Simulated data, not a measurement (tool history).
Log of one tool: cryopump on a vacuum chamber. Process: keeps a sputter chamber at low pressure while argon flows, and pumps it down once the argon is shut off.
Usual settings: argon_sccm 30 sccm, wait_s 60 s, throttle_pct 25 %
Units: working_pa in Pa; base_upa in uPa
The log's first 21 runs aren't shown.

{"run": 22, "hour": 446.4, "argon_sccm": 49, "wait_s": 71, "throttle_pct": 55, "working_pa": 0.1178, "base_upa": 2.16}
{"run": 23, "hour": 460.0, "argon_sccm": 49, "wait_s": 71, "throttle_pct": 55, "working_pa": 0.1183, "base_upa": 2.15}
{"run": 24, "hour": 482.1, "argon_sccm": 30, "wait_s": 20, "throttle_pct": 25, "working_pa": 0.1538, "base_upa": 5.68}
{"run": 25, "hour": 499.2, "argon_sccm": 14, "wait_s": 263, "throttle_pct": 25, "working_pa": 0.0711, "base_upa": 1.12}
{"run": 26, "hour": 511.5, "argon_sccm": 30, "wait_s": 147, "throttle_pct": 22, "working_pa": 0.1737, "base_upa": 1.4}
{"run": 27, "hour": 534.2, "argon_sccm": 30, "wait_s": 147, "throttle_pct": 22, "working_pa": 0.1735, "base_upa": 1.45}
{"run": 28, "hour": 553.2, "argon_sccm": 56, "wait_s": 40, "throttle_pct": 34, "working_pa": 0.2123, "base_upa": 3.26}
{"run": 29, "hour": 579.6, "argon_sccm": 49, "wait_s": 55, "throttle_pct": 51, "working_pa": 0.1299, "base_upa": 2.66}
{"run": 30, "hour": 607.9, "argon_sccm": 30, "wait_s": 205, "throttle_pct": 19, "working_pa": 0.1997, "base_upa": 1.38}

Run 31 comes next. What will it give?
{"run": 31, "hour": 629.4, "argon_sccm": 49, "wait_s": 259, "throttle_pct": 33, "working_pa": "?", "base_upa": "?"}

{"run 31": {"working_pa": 0.1933, "base_upa": 1.3}}
Without the tool's hidden state the same run would have given working_pa 0.1799 Pa, base_upa 0.58 uPa.

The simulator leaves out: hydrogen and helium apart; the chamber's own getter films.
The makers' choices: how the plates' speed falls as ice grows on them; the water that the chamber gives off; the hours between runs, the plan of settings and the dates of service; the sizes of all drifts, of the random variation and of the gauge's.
